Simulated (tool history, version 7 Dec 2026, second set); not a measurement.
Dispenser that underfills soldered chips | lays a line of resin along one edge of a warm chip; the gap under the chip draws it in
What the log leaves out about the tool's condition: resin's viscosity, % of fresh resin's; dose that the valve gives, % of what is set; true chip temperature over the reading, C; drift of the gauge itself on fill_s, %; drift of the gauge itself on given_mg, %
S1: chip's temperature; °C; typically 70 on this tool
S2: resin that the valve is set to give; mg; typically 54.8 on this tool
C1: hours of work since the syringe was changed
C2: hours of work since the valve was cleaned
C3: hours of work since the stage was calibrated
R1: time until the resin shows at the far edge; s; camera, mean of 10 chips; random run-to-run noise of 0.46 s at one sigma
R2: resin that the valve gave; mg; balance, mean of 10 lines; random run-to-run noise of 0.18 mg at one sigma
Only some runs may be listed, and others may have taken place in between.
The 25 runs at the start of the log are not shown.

Run 26, hour 177.8: usual settings but S1 61 °C, S2 55.7 mg; C1 10; C2 64; C3 348. Result: R1 87.8 s, R2 52.36 mg.
At hour 180.4: new syringe of resin.
Run 27, hour 182.6: usual settings but S1 61 °C, S2 55.7 mg; C1 2; C2 67; C3 351. Result: R1 60.8 s, R2 52.26 mg.
Run 28, hour 191.5: usual settings but S1 80 °C, S2 48.6 mg; C1 8; C2 74; C3 358. Result: R1 36.4 s, R2 45.41 mg.
At hour 196.8: new syringe of resin.
Run 29, hour 201.7: usual settings but S1 84 °C, S2 56.9 mg; C1 4; C2 82; C3 365. Result: R1 24.0 s, R2 52.70 mg.
At hour 205.5: dispensing valve cleaned and set on the balance.
Run 30, hour 210.8: usual settings but S1 56 °C, S2 64.3 mg; C1 10; C2 4; C3 371. Result: R1 109.9 s, R2 64.27 mg.
At hour 214.1: new syringe of resin.
Run 31, hour 217.3: usual settings but S1 74 °C, S2 64.7 mg; C1 2; C2 9; C3 376. Result: R1 34.6 s, R2 64.32 mg.
Run 32, hour 224.2: usual settings but S1 63 °C, S2 64.7 mg; C1 8; C2 14; C3 381. Result: R1 70.2 s, R2 63.82 mg.
At hour 229.9: new syringe of resin.
Run 33, hour 230.1: usual settings but S1 65 °C, S2 62.6 mg; C1 0; C2 18; C3 386. Result: R1 48.0 s, R2 61.54 mg.
Run 34, hour 239.9: usual settings but S1 58 °C, S2 61.1 mg; C1 8; C2 26; C3 393. Result: R1 92.0 s, R2 59.85 mg.
At hour 246.1: new syringe of resin.
Run 35, hour 248.0: usual settings but S1 58 °C, S2 61.1 mg; C1 1; C2 31; C3 399. Result: R1 68.6 s, R2 59.33 mg.

3 options for the next run, each taken on its own from the tool as it stands now. Forecast them:
Run A, hour 257.6: usual settings but S1 80 °C, S2 64.6 mg; C1 9; C2 39; C3 406. Result: R1 ?, R2 ?.
Run B, hour 257.6: usual settings but S1 55 °C, S2 68.4 mg; C1 9; C2 39; C3 406. Result: R1 ?, R2 ?.
Run C, hour 257.6: usual settings but S1 63 °C, S2 70.1 mg; C1 9; C2 39; C3 406. Result: R1 ?, R2 ?.

run     R1     R2
  A   34.8  62.45
  B  109.0  65.68
  C   71.9  67.58
The same runs, with their run-to-run variation unchanged, on a tool lacking any hidden condition would have given:
run    R1     R2
  A  22.6  64.73
  B  69.7  68.08
  C  45.9  70.05

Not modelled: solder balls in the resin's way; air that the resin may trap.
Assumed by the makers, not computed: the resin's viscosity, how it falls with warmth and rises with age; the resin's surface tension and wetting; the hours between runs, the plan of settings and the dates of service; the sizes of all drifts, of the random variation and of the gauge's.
